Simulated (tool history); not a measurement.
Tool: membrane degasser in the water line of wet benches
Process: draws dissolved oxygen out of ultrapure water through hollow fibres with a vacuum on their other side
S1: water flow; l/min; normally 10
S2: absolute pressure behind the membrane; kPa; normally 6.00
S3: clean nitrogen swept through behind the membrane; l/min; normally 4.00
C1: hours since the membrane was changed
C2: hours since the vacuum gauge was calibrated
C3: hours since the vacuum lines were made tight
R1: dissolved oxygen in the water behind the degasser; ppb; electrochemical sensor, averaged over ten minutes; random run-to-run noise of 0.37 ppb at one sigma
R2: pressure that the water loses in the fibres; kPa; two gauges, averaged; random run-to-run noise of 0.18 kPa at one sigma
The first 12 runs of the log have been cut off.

| run | hour | S1 | S2 | S3 | C1 | C2 | C3 | R1 | R2 |
|---|---|---|---|---|---|---|---|---|---|
| 13 | 1708.6 | 10 | 6.00 | 2.06 | 8221 | 4984 | 5264 | 41.7 | 32.97 |
| 14 | 1876.7 | 10 | 6.00 | 2.06 | 8389 | 5152 | 5432 | 41.1 | 33.20 |
| 15 | 1997.7 | 10 | 5.40 | 4.00 | 8510 | 5273 | 5553 | 20.3 | 33.41 |
| 16 | 2141.7 | 7 | 5.40 | 4.00 | 8654 | 5417 | 5697 | 11.9 | 23.19 |
|  | 2160.8 | vacuum gauge calibrated |
| 17 | 2227.3 | 7 | 3.95 | 4.00 | 8739 | 67 | 5782 | 4.9 | 23.19 |
| 18 | 2332.0 | 14 | 10.46 | 4.13 | 8844 | 171 | 5886 | 76.7 | 46.72 |
| 19 | 2426.8 | 13 | 4.43 | 2.80 | 8939 | 266 | 5981 | 27.6 | 43.23 |
| 20 | 2532.6 | 13 | 4.43 | 2.80 | 9044 | 372 | 6087 | 26.6 | 43.76 |
| 21 | 2687.9 | 11 | 6.00 | 10.85 | 9200 | 527 | 6242 | 14.8 | 36.59 |
| 22 | 2793.4 | 11 | 6.00 | 10.85 | 9305 | 633 | 6348 | 15.3 | 36.61 |
| 23 | 2942.3 | 11 | 6.00 | 10.85 | 9454 | 782 | 6497 | 15.1 | 36.87 |
| 24 | 3101.1 | 11 | 6.00 | 10.85 | 9613 | 940 | 6655 | 14.7 | 36.77 |
| 25 | 3179.4 | 14 | 7.41 | 4.00 | 9691 | 1019 | 6734 | 54.4 | 46.60 |
| 26 | 3304.9 | 6 | 13.16 | 9.73 | 9817 | 1144 | 6859 | 16.6 | 20.16 |
| 27 | 3483.9 | 11 | 14.29 | 2.04 | 9996 | 1323 | 7038 | 153.0 | 36.63 |
|  | 3607.5 | seals of the vacuum lines changed |
| 28 | 3607.5 | 15 | 13.01 | 4.00 | 10117 | 1445 | 0 | 110.0 | 49.82 |
| 29 | 3756.5 | 10 | 3.93 | 4.00 | 10266 | 1594 | 149 | 10.1 | 33.38 |
| 30 | 3914.7 | 16 | 5.73 | 4.00 | 10424 | 1752 | 307 | 50.9 | 53.19 |
| 31 | 4043.5 | 10 | 5.73 | 4.00 | 10553 | 1881 | 436 | 21.5 | 33.48 |
| 32 | 4144.9 | 10 | 4.43 | 2.64 | 10655 | 1982 | 537 | 17.6 | 33.32 |
| 33 | 4332.8 | 10 | 8.35 | 4.50 | 10843 | 2170 | 725 | 34.4 | 33.90 |

Consider 3 possible next runs. They are alternatives, not a sequence: every one starts from the tool as it was left by run 33. What does each give?
| A | 4506.0 | 7 | 4.08 | 5.93 | 11016 | 2343 | 898 | ? | ? |
| B | 4506.0 | 9 | 11.34 | 5.97 | 11016 | 2343 | 898 | ? | ? |
| C | 4506.0 | 14 | 8.41 | 11.82 | 11016 | 2343 | 898 | ? | ? |

| run | R1 | R2 |
|---|---|---|
| A | 3.8 | 23.43 |
| B | 34.7 | 30.48 |
| C | 32.5 | 46.92 |
Without the tool's hidden state the same runs would have given:
| run | R1 | R2 |
|---|---|---|
| A | 3.1 | 22.70 |
| B | 33.5 | 29.54 |
| C | 29.1 | 45.45 |
